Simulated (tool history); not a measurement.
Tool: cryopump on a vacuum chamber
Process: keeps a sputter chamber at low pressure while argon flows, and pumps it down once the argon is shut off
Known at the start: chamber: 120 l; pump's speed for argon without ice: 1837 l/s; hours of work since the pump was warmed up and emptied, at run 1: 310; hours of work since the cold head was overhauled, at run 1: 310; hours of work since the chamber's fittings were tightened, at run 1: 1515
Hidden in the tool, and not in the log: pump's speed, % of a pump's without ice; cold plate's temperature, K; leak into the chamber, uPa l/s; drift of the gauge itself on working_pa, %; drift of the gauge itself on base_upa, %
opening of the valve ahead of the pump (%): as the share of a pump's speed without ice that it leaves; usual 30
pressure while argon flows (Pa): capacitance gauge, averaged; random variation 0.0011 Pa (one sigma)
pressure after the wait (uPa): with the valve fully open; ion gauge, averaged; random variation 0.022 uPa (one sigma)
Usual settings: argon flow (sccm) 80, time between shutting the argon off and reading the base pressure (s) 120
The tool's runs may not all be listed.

| run | hour | argon flow (sccm) | time between shutting the argon off and reading the base pressure (s) | opening of the valve ahead of the pump (%) | hours of work since the pump was warmed up and emptied | hours of work since the cold head was overhauled | hours of work since the chamber's fittings were tightened | pressure while argon flows (Pa) | pressure after the wait (uPa) |
|---|---|---|---|---|---|---|---|---|---|
| 1 | 0.0 | 80 | 120 | 30 | 310 | 310 | 1515 | 0.2528 | 0.92 |
| 2 | 30.6 | 80 | 120 | 30 | 334 | 334 | 1538 | 0.2535 | 0.84 |
| 3 | 57.0 | 80 | 120 | 30 | 354 | 354 | 1558 | 0.2556 | 0.90 |
| 4 | 98.9 | 80 | 120 | 16 | 386 | 386 | 1590 | 0.4667 | 0.89 |
| 5 | 131.2 | 144 | 120 | 16 | 410 | 410 | 1615 | 0.8402 | 0.94 |
| 6 | 165.1 | 144 | 120 | 16 | 436 | 436 | 1641 | 0.8455 | 0.91 |
| 7 | 200.8 | 144 | 120 | 16 | 463 | 463 | 1668 | 0.8462 | 0.95 |
| 8 | 256.5 | 80 | 120 | 23 | 505 | 505 | 1710 | 0.3313 | 0.92 |
| 9 | 284.6 | 80 | 120 | 23 | 527 | 527 | 1732 | 0.3315 | 0.95 |
| 10 | 332.1 | 80 | 120 | 23 | 563 | 563 | 1768 | 0.3335 | 0.98 |
| 11 | 364.5 | 80 | 120 | 23 | 588 | 588 | 1792 | 0.3342 | 0.98 |
| 12 | 412.6 | 80 | 29 | 15 | 624 | 624 | 1829 | 0.5047 | 2.20 |
| 13 | 444.9 | 80 | 29 | 15 | 649 | 649 | 1854 | 0.5036 | 2.18 |
| 14 | 490.0 | 80 | 195 | 23 | 683 | 683 | 1888 | 0.3373 | 0.90 |
| 15 | 518.9 | 145 | 151 | 30 | 705 | 705 | 1910 | 0.4726 | 0.93 |
|  | 557.6 | pump warmed up, emptied and cooled again |
| 16 | 578.0 | 40 | 41 | 29 | 16 | 746 | 1951 | 0.1276 | 1.67 |
| 17 | 635.6 | 40 | 41 | 29 | 59 | 790 | 1995 | 0.1277 | 1.71 |
| 18 | 689.8 | 115 | 30 | 30 | 101 | 831 | 2036 | 0.3575 | 2.12 |
| 19 | 730.6 | 80 | 120 | 56 | 132 | 862 | 2067 | 0.1348 | 0.97 |
| 20 | 756.9 | 80 | 71 | 38 | 152 | 883 | 2087 | 0.1980 | 1.23 |
| 21 | 809.3 | 47 | 221 | 20 | 192 | 922 | 2127 | 0.2200 | 0.83 |

4 ways to go on from here, each from the tool as it stands after run 21. What would each give?
| A | 865.4 | 116 | 272 | 22 | 234 | 965 | 2170 | ? | ? |
| B | 865.4 | 54 | 287 | 41 | 234 | 965 | 2170 | ? | ? |
| C | 865.4 | 47 | 126 | 20 | 234 | 965 | 2170 | ? | ? |
| D | 865.4 | 80 | 166 | 18 | 234 | 965 | 2170 | ? | ? |

| run | pressure while argon flows (Pa) | pressure after the wait (uPa) |
|---|---|---|
| A | 0.4975 | 0.81 |
| B | 0.1256 | 0.80 |
| C | 0.2214 | 0.97 |
| D | 0.4149 | 0.93 |
Without the tool's hidden state the same runs would have given:
| run | pressure while argon flows (Pa) | pressure after the wait (uPa) |
|---|---|---|
| A | 0.4895 | 0.36 |
| B | 0.1219 | 0.34 |
| C | 0.2182 | 0.51 |
| D | 0.4094 | 0.47 |
